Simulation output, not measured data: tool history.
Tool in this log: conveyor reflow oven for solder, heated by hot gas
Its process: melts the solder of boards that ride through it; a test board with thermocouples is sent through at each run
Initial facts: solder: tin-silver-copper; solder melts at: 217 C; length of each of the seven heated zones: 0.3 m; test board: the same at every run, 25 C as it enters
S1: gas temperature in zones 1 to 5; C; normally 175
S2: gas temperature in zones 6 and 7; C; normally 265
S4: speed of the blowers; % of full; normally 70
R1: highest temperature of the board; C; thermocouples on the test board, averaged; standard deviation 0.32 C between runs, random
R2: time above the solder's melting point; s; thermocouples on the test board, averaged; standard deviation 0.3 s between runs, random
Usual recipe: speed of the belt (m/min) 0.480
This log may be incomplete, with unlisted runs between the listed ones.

{"run": 1, "hour": 0.0, "S1": 175, "S2": 265, "speed of the belt (m/min)": 0.48, "S4": 70, "R1": 249.0, "R2": 54.1}
{"run": 2, "hour": 6.6, "S1": 175, "S2": 265, "speed of the belt (m/min)": 0.48, "S4": 70, "R1": 248.5, "R2": 53.5}
{"run": 3, "hour": 10.5, "S1": 175, "S2": 265, "speed of the belt (m/min)": 0.48, "S4": 64, "R1": 247.4, "R2": 52.7}
{"run": 4, "hour": 14.2, "S1": 162, "S2": 265, "speed of the belt (m/min)": 0.48, "S4": 70, "R1": 246.5, "R2": 47.7}
{"run": 5, "hour": 20.1, "S1": 162, "S2": 265, "speed of the belt (m/min)": 0.48, "S4": 70, "R1": 246.0, "R2": 47.3}
{"run": 6, "hour": 25.8, "S1": 162, "S2": 265, "speed of the belt (m/min)": 0.48, "S4": 70, "R1": 246.7, "R2": 47.4}
{"run": 7, "hour": 34.5, "S1": 162, "S2": 265, "speed of the belt (m/min)": 0.48, "S4": 70, "R1": 246.1, "R2": 47.3}
{"run": 8, "hour": 39.7, "S1": 175, "S2": 265, "speed of the belt (m/min)": 0.501, "S4": 70, "R1": 246.9, "R2": 49.9}
{"run": 9, "hour": 43.4, "S1": 175, "S2": 265, "speed of the belt (m/min)": 0.501, "S4": 70, "R1": 247.3, "R2": 50.0}
{"run": 10, "hour": 51.6, "S1": 175, "S2": 265, "speed of the belt (m/min)": 0.48, "S4": 70, "R1": 248.3, "R2": 53.4}
{"run": 11, "hour": 57.8, "S1": 183, "S2": 265, "speed of the belt (m/min)": 0.48, "S4": 70, "R1": 249.9, "R2": 57.6}
{"run": 12, "hour": 64.8, "S1": 183, "S2": 265, "speed of the belt (m/min)": 0.48, "S4": 70, "R1": 249.7, "R2": 58.0}
{"hour": 69.4, "done": "belt drive overhauled, speed set with a stopwatch"}
{"run": 13, "hour": 76.5, "S1": 175, "S2": 265, "speed of the belt (m/min)": 0.48, "S4": 70, "R1": 248.0, "R2": 53.8}
{"run": 14, "hour": 80.9, "S1": 175, "S2": 265, "speed of the belt (m/min)": 0.551, "S4": 70, "R1": 243.6, "R2": 41.9}
{"hour": 89.0, "done": "belt drive overhauled, speed set with a stopwatch, once more"}
{"run": 15, "hour": 92.2, "S1": 185, "S2": 265, "speed of the belt (m/min)": 0.48, "S4": 70, "R1": 249.6, "R2": 58.1}
{"run": 16, "hour": 100.5, "S1": 165, "S2": 255, "speed of the belt (m/min)": 0.554, "S4": 59, "R1": 229.6, "R2": 23.9}
{"run": 17, "hour": 108.3, "S1": 165, "S2": 278, "speed of the belt (m/min)": 0.57, "S4": 59, "R1": 246.4, "R2": 38.4}
{"run": 18, "hour": 116.2, "S1": 165, "S2": 278, "speed of the belt (m/min)": 0.57, "S4": 59, "R1": 246.9, "R2": 39.1}
{"run": 19, "hour": 123.7, "S1": 165, "S2": 278, "speed of the belt (m/min)": 0.47, "S4": 89, "R1": 261.0, "R2": 59.6}
{"run": 20, "hour": 132.3, "S1": 184, "S2": 278, "speed of the belt (m/min)": 0.47, "S4": 89, "R1": 264.0, "R2": 67.6}
{"run": 21, "hour": 141.4, "S1": 175, "S2": 274, "speed of the belt (m/min)": 0.48, "S4": 88, "R1": 258.6, "R2": 59.8}
{"run": 22, "hour": 147.3, "S1": 175, "S2": 265, "speed of the belt (m/min)": 0.57, "S4": 90, "R1": 245.4, "R2": 41.4}
{"run": 23, "hour": 154.9, "S1": 175, "S2": 265, "speed of the belt (m/min)": 0.57, "S4": 90, "R1": 245.4, "R2": 41.4}
{"run": 24, "hour": 163.3, "S1": 184, "S2": 263, "speed of the belt (m/min)": 0.415, "S4": 90, "R1": 253.6, "R2": 71.0}
{"run": 25, "hour": 171.7, "S1": 184, "S2": 262, "speed of the belt (m/min)": 0.423, "S4": 90, "R1": 252.8, "R2": 70.0}
{"run": 26, "hour": 176.0, "S1": 184, "S2": 262, "speed of the belt (m/min)": 0.423, "S4": 90, "R1": 252.0, "R2": 69.4}
{"run": 27, "hour": 184.7, "S1": 175, "S2": 276, "speed of the belt (m/min)": 0.48, "S4": 70, "R1": 257.0, "R2": 58.9}
{"run": 28, "hour": 191.0, "S1": 170, "S2": 266, "speed of the belt (m/min)": 0.48, "S4": 70, "R1": 247.8, "R2": 50.4}
{"run": 29, "hour": 197.9, "S1": 184, "S2": 267, "speed of the belt (m/min)": 0.48, "S4": 64, "R1": 249.7, "R2": 57.3}
{"run": 30, "hour": 203.1, "S1": 184, "S2": 267, "speed of the belt (m/min)": 0.48, "S4": 64, "R1": 250.2, "R2": 57.7}

Results per run with the tool's hidden condition removed, run-to-run variation unchanged:
Hidden state at play: heat that the gas passes to the board, % of a clean oven's; belt's true speed, % of the reading; true gas temperature in zones 6 and 7 over the reading, C; drift of the gauge itself on peak_c, C; drift of the gauge itself on liquid_s, %.
run=1 R1=249.3 R2=54.2
run=2 R1=248.9 R2=53.6
run=3 R1=247.8 R2=52.8
run=4 R1=246.9 R2=47.9
run=5 R1=246.4 R2=47.6
run=6 R1=247.2 R2=47.7
run=7 R1=246.6 R2=47.7
run=8 R1=247.4 R2=50.2
run=9 R1=247.8 R2=50.3
run=10 R1=248.8 R2=53.7
run=11 R1=250.4 R2=57.9
run=12 R1=250.2 R2=58.3
run=13 R1=248.6 R2=53.9
run=14 R1=244.3 R2=42.3
run=15 R1=250.4 R2=59.0
run=16 R1=230.7 R2=25.6
run=17 R1=247.8 R2=39.7
run=18 R1=248.4 R2=40.4
run=19 R1=262.3 R2=60.6
run=20 R1=265.1 R2=68.3
run=21 R1=259.8 R2=60.8
run=22 R1=246.8 R2=42.9
run=23 R1=246.9 R2=42.9
run=24 R1=254.5 R2=72.0
run=25 R1=253.8 R2=71.1
run=26 R1=253.0 R2=70.5
run=27 R1=258.5 R2=60.1
run=28 R1=249.2 R2=52.0
run=29 R1=251.0 R2=58.7
run=30 R1=251.5 R2=59.1
